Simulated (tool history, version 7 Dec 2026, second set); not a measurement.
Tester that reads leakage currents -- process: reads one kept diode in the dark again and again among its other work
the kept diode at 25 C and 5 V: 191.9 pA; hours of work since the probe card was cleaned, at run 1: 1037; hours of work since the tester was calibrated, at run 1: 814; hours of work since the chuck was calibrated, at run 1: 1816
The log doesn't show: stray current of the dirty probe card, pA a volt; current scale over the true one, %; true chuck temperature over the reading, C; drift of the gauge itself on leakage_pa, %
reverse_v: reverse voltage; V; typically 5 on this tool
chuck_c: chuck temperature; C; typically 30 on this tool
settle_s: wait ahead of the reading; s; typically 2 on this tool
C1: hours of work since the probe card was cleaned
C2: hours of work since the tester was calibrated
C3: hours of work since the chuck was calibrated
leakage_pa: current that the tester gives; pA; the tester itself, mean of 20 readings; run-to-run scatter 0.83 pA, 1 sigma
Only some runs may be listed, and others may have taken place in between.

Run 1, day 0: usual settings; C1 1037; C2 814; C3 1816. Result: leakage_pa 276.51 pA.
Run 2, day 1.892: usual settings; C1 1065; C2 842; C3 1844. Result: leakage_pa 274.88 pA.
Run 3, day 3.183: usual settings but settle_s 1.14 s; C1 1084; C2 862; C3 1864. Result: leakage_pa 277.27 pA.
Run 4, day 4.467: usual settings but settle_s 1.14 s; C1 1103; C2 881; C3 1883. Result: leakage_pa 277.44 pA.
Run 5, day 5.754: usual settings but chuck_c 20 C; C1 1123; C2 900; C3 1902. Result: leakage_pa 132.38 pA.
Run 6, day 6.921: usual settings but chuck_c 20 C; C1 1140; C2 917; C3 1920. Result: leakage_pa 132.57 pA.
Run 7, day 9.275: usual settings but chuck_c 20 C; C1 1175; C2 953; C3 1955. Result: leakage_pa 133.15 pA.
Run 8, day 11.008: usual settings but chuck_c 20 C; C1 1201; C2 979; C3 1981. Result: leakage_pa 132.39 pA.
At day 12.362: chuck's temperature calibrated.
Run 9, day 13.75: usual settings but reverse_v 17.09 V, chuck_c 20 C; C1 1241; C2 1018; C3 21. Result: leakage_pa 261.25 pA.
Run 10, day 15.267: usual settings; C1 1264; C2 1041; C3 43. Result: leakage_pa 277.52 pA.
Run 11, day 17.583: usual settings; C1 1298; C2 1076; C3 78. Result: leakage_pa 275.8 pA.
Run 12, day 19.571: usual settings; C1 1328; C2 1105; C3 108. Result: leakage_pa 276.93 pA.
Run 13, day 21.017: usual settings; C1 1350; C2 1127; C3 129. Result: leakage_pa 275.67 pA.
Run 14, day 23.65: usual settings but settle_s 2.46 s; C1 1389; C2 1166; C3 169. Result: leakage_pa 277.68 pA.
Run 15, day 25.971: usual settings but reverse_v 1.32 V; C1 1424; C2 1201; C3 204. Result: leakage_pa 134.11 pA.
Run 16, day 27.767: usual settings but reverse_v 1.32 V; C1 1451; C2 1228; C3 230. Result: leakage_pa 134.03 pA.
Run 17, day 29.683: usual settings but reverse_v 1.32 V, chuck_c 24 C; C1 1479; C2 1257; C3 259. Result: leakage_pa 86.51 pA.
Run 18, day 32.2: usual settings but reverse_v 1.32 V, chuck_c 24 C; C1 1517; C2 1294; C3 297. Result: leakage_pa 86.78 pA.
Run 19, day 33.808: usual settings but chuck_c 57 C; C1 1541; C2 1318; C3 321. Result: leakage_pa 1610.94 pA.
Run 20, day 35.025: usual settings but chuck_c 57 C; C1 1559; C2 1337; C3 339. Result: leakage_pa 1608.35 pA.
Run 21, day 37.396: usual settings but reverse_v 16.47 V, chuck_c 51 C; C1 1595; C2 1372; C3 375. Result: leakage_pa 2144.36 pA.
Run 22, day 39.292: usual settings but reverse_v 16.47 V, chuck_c 51 C; C1 1623; C2 1400; C3 403. Result: leakage_pa 2141.03 pA.
Run 23, day 41.254: usual settings but reverse_v 16.47 V, chuck_c 51 C; C1 1652; C2 1430; C3 432. Result: leakage_pa 2151.1 pA.
Run 24, day 43.717: usual settings but reverse_v 16.47 V, chuck_c 51 C; C1 1689; C2 1467; C3 469. Result: leakage_pa 2153.23 pA.
Run 25, day 45.525: usual settings but reverse_v 12.62 V, chuck_c 51 C; C1 1716; C2 1494; C3 496. Result: leakage_pa 1846.62 pA.
Run 26, day 47.329: usual settings but reverse_v 12.62 V, chuck_c 24 C, settle_s 1.51 s; C1 1743; C2 1521; C3 523. Result: leakage_pa 297.54 pA.
Run 27, day 49.562: usual settings but reverse_v 12.62 V, chuck_c 24 C, settle_s 1.51 s; C1 1777; C2 1554; C3 557. Result: leakage_pa 298.18 pA.
Run 28, day 51.183: usual settings but reverse_v 1.75 V, chuck_c 23 C, settle_s 1.51 s; C1 1801; C2 1578; C3 581. Result: leakage_pa 93.61 pA.
Run 29, day 53.075: usual settings but reverse_v 7.42 V, chuck_c 20 C, settle_s 4.46 s; C1 1829; C2 1607; C3 609. Result: leakage_pa 164.35 pA.
Run 30, day 55.254: usual settings but reverse_v 7.42 V, chuck_c 36 C, settle_s 1.05 s; C1 1862; C2 1639; C3 642. Result: leakage_pa 525.19 pA.
Run 31, day 57.45: usual settings but reverse_v 3.08 V, settle_s 0.72 s; C1 1895; C2 1672; C3 675. Result: leakage_pa 212.84 pA.
Run 32, day 58.979: usual settings but reverse_v 3.08 V, settle_s 0.72 s; C1 1918; C2 1695; C3 697. Result: leakage_pa 212.83 pA.
Run 33, day 60.429: usual settings but reverse_v 3.08 V, settle_s 0.72 s; C1 1939; C2 1717; C3 719. Result: leakage_pa 212.32 pA.
Run 34, day 63.017: usual settings but reverse_v 2.41 V, settle_s 0.86 s; C1 1978; C2 1755; C3 758. Result: leakage_pa 185.58 pA.
Run 35, day 65.071: usual settings but reverse_v 2.41 V, settle_s 0.86 s; C1 2009; C2 1786; C3 789. Result: leakage_pa 186.6 pA.
Run 36, day 66.929: usual settings but chuck_c 20 C, settle_s 3.75 s; C1 2037; C2 1814; C3 816. Result: leakage_pa 132.52 pA.
Run 37, day 68.867: usual settings but reverse_v 19.38 V, chuck_c 21 C, settle_s 9.06 s; C1 2066; C2 1843; C3 845. Result: leakage_pa 299.1 pA.
Run 38, day 71.642: usual settings but reverse_v 19.38 V, chuck_c 56 C, settle_s 0.8 s; C1 2107; C2 1884; C3 887. Result: leakage_pa 3187.03 pA.
Run 39, day 73.379: usual settings but reverse_v 17.7 V, chuck_c 27 C, settle_s 0.48 s; C1 2133; C2 1910; C3 913. Result: leakage_pa 454.65 pA.
Run 40, day 75.654: usual settings but reverse_v 5.69 V, chuck_c 32 C, settle_s 4.42 s; C1 2167; C2 1944; C3 947. Result: leakage_pa 339.8 pA.

How would selected steps in leakage_pa from run to run divide? Give the signed amount a tool lacking its hidden state would still show from settings, what came in and random variation, and the signed amount left for the hidden state, including any gauge scatter that is not in both of the compared results.
Run 25 -> 26: chuck_c 51 -> 24, settle_s 2 -> 1.51. leakage_pa -1549.08 pA: hidden state +0.88, all else -1549.96.
Run 37 -> 38: chuck_c 21 -> 56, settle_s 9.06 -> 0.8. leakage_pa +2887.93 pA: hidden state -3.28, all else +2891.21.
Run 38 -> 39: reverse_v 19.38 -> 17.7, chuck_c 56 -> 27, settle_s 0.8 -> 0.48. leakage_pa -2732.38 pA: hidden state +3.03, all else -2735.41.
